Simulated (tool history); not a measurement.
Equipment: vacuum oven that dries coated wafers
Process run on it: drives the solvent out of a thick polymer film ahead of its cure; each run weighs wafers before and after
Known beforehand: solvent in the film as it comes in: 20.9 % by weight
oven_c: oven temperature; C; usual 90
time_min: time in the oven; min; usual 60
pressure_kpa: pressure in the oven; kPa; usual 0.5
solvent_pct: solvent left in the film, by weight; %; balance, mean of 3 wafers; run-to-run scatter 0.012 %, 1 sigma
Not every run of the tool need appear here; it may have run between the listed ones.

| run | hour | oven_c | time_min | pressure_kpa | solvent_pct |
|---|---|---|---|---|---|
| 1 | 0 | 90 | 60 | 0.5 | 1 |
| 2 | 5.1 | 90 | 60 | 0.5 | 1 |
| 3 | 11.4 | 90 | 60 | 0.551 | 1.02 |
| 4 | 23.5 | 94 | 60 | 0.5 | 0.55 |
| 5 | 34.2 | 75 | 60 | 0.5 | 5.78 |
| 6 | 41.1 | 75 | 60 | 0.5 | 5.74 |
| 7 | 47.3 | 90 | 60 | 0.5 | 0.98 |
| 8 | 55.7 | 90 | 60 | 0.5 | 0.98 |
| 9 | 67.5 | 90 | 60 | 0.5 | 0.99 |
| 10 | 75.3 | 90 | 60 | 0.5 | 0.99 |
| 11 | 87.2 | 90 | 60 | 0.5 | 1.01 |
| 12 | 95.5 | 90 | 88 | 0.5 | 0.48 |
| 13 | 107.5 | 93 | 60 | 0.5 | 0.6 |
| 14 | 119.2 | 93 | 60 | 0.5 | 0.62 |
| 15 | 129.1 | 90 | 60 | 0.5 | 1 |
| 16 | 137.6 | 85 | 60 | 0.5 | 2.01 |
| 17 | 145.6 | 85 | 60 | 0.5 | 2.03 |
| 18 | 151.6 | 85 | 60 | 0.5 | 2.03 |
| 19 | 163.4 | 90 | 60 | 0.5 | 0.98 |
| 20 | 168.8 | 90 | 60 | 0.5 | 1 |
| 21 | 176.6 | 90 | 60 | 0.5 | 1 |
| 22 | 185.6 | 90 | 60 | 0.5 | 0.98 |
| 23 | 192.8 | 90 | 60 | 0.5 | 0.99 |
| 24 | 205.1 | 90 | 60 | 0.445 | 0.94 |
| 25 | 215.1 | 95 | 76 | 1.153 | 0.69 |
| 26 | 222.5 | 90 | 49 | 0.5 | 1.52 |
| 27 | 229.9 | 104 | 60 | 1.667 | 0.69 |
| 28 | 236.1 | 104 | 60 | 1.667 | 0.7 |
| 29 | 242 | 91 | 60 | 0.5 | 0.84 |
| 30 | 249.7 | 102 | 60 | 0.5 | 0.23 |
| 31 | 256.7 | 102 | 60 | 0.32 | 0.16 |
| 32 | 261.9 | 102 | 58 | 0.388 | 0.18 |
| 33 | 270 | 102 | 58 | 0.388 | 0.2 |
| 34 | 275.5 | 89 | 60 | 0.5 | 1.14 |
| 35 | 283.8 | 89 | 60 | 0.268 | 0.99 |
| 36 | 290.4 | 89 | 60 | 0.268 | 1 |
| 37 | 299.3 | 83 | 44 | 0.503 | 4.17 |
| 38 | 308.5 | 83 | 44 | 0.503 | 4.2 |
| 39 | 320.2 | 96 | 91 | 0.306 | 0.18 |
| 40 | 326.8 | 87 | 36 | 1.552 | 4.43 |
| 41 | 338.7 | 96 | 92 | 1.978 | 1.07 |
| 42 | 349.3 | 85 | 87 | 0.5 | 0.97 |
| 43 | 356.6 | 105 | 46 | 0.718 | 0.3 |
| 44 | 366.8 | 99 | 69 | 1.852 | 0.9 |
| 45 | 376.4 | 99 | 99 | 0.674 | 0.33 |
| 46 | 385.5 | 80 | 60 | 1.961 | 4.91 |
| 47 | 396.6 | 85 | 78 | 0.943 | 1.57 |

Below are 4 alternative next runs, each starting from the tool's condition after run 47. Predict each:
| A | 402.4 | 97 | 60 | 0.254 | ? |
| B | 402.4 | 92 | 34 | 0.5 | ? |
| C | 402.4 | 83 | 65 | 0.943 | ? |
| D | 402.4 | 94 | 36 | 0.943 | ? |

| run | solvent_pct |
|---|---|
| A | 0.24 |
| B | 2.36 |
| C | 2.65 |
| D | 1.88 |
The same runs, with their run-to-run variation unchanged, on a tool lacking any hidden condition would have given:
| run | solvent_pct |
|---|---|
| A | 0.24 |
| B | 2.36 |
| C | 2.64 |
| D | 1.88 |

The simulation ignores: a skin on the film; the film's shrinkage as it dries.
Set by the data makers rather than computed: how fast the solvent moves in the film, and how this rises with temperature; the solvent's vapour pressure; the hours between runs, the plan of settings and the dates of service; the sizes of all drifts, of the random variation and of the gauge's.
